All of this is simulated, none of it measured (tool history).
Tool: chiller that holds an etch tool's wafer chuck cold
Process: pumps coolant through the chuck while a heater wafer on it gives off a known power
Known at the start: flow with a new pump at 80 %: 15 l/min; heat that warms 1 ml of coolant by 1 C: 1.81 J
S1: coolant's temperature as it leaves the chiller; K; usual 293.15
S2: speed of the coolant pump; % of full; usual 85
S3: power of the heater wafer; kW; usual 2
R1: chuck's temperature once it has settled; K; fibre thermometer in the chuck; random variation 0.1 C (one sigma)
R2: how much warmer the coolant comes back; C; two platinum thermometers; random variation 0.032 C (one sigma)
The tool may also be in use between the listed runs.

run 1 hour=0 | S1=293.15 S2=85 S3=2 | R1=306.25 R2=4.19
run 2 hour=164.6 | S1=293.15 S2=85 S3=2 | R1=306.35 R2=4.14
run 3 hour=349.6 | S1=293.15 S2=85 S3=2 | R1=306.25 R2=4.08
-- hour=528.7 chiller's thermometer calibrated
run 4 hour=528.7 | S1=293.15 S2=85 S3=2 | R1=306.35 R2=4.1
run 5 hour=738.7 | S1=293.15 S2=85 S3=2 | R1=306.15 R2=4.14
run 6 hour=828.1 | S1=290.15 S2=85 S3=1.638 | R1=300.95 R2=3.46

The next listed run, before its measurement:
run 7 hour=936.6 | S1=292.15 S2=75 S3=1.638 | R1=? R2=?

{"run 7": {"R1": 303.85, "R2": 3.82}}
Without the tool's hidden state the same run would have given R1 303.85 K, R2 3.82 C.
